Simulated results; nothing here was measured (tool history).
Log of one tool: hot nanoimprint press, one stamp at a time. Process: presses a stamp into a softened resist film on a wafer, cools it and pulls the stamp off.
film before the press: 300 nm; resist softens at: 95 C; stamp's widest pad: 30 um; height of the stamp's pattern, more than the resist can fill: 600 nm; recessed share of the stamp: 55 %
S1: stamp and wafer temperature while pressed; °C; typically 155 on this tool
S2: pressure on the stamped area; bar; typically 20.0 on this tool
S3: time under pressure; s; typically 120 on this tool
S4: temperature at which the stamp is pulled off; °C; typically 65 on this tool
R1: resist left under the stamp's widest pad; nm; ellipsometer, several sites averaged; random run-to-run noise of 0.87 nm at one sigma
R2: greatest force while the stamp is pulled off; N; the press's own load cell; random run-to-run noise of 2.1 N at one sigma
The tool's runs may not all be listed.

run   hour   S1    S2   S3  S4     R1   R2
  1    0.0  155  20.0  120  65  152.6  140
  2   33.0  155  20.0  120  65  152.8  138
  3   60.9  155  20.0  120  65  154.6  145
  4   94.5  155  20.0  120  65  154.2  140
  5  129.5  155  20.0  120  65  153.7  139
  6  183.4  155  20.0  120  65  153.6  141
  7  219.5  155  20.0  120  65  153.1  139
     234.8  -- press's hydraulic seals changed and the load cell set to zero
  8  278.5  155  20.0  115  65  156.8  142
     292.0  -- stamp cleaned and given a new release coat
  9  329.2  155  20.0  120  65  154.3  142
 10  367.3  155  20.0  120  65  155.0  141
 11  408.7  155  20.0  120  65  155.0  144
 12  446.6  145  17.5   75  68  261.5  127
     474.6  -- plate thermocouple calibrated
 13  478.0  165  22.2   75  54  109.7  191
 14  527.2  165  22.2   75  54  109.1  189
 15  564.6  149  16.9  129  61  213.3  162
 16  610.4  149  16.4  129  61  214.7  155
     643.2  -- stamp cleaned and given a new release coat
 17  667.6  155  20.0  120  63  154.8  148
 18  703.3  155  20.0  120  63  156.8  149
     707.2  -- gauge calibrated
 19  732.7  145  12.2  163  56  248.4  178
 20  774.8  145  12.2  163  56  247.6  180
 21  823.9  151  19.1  137  52  178.3  192

Forecast each of these 4 alternatives for the next run:
  A  877.6  155  20.0   88  65   ?   ?
  B  877.6  150  19.1  137  57   ?   ?
  C  877.6  152  20.0  120  62   ?   ?
  D  877.6  151  19.1  104  52   ?   ?

run     R1   R2
  A  170.0  140
  B  189.1  173
  C  176.9  153
  D  194.2  193
What these runs would have given with no unlogged condition in the tool:
run     R1   R2
  A  168.6  139
  B  187.5  171
  C  175.4  152
  D  192.6  191

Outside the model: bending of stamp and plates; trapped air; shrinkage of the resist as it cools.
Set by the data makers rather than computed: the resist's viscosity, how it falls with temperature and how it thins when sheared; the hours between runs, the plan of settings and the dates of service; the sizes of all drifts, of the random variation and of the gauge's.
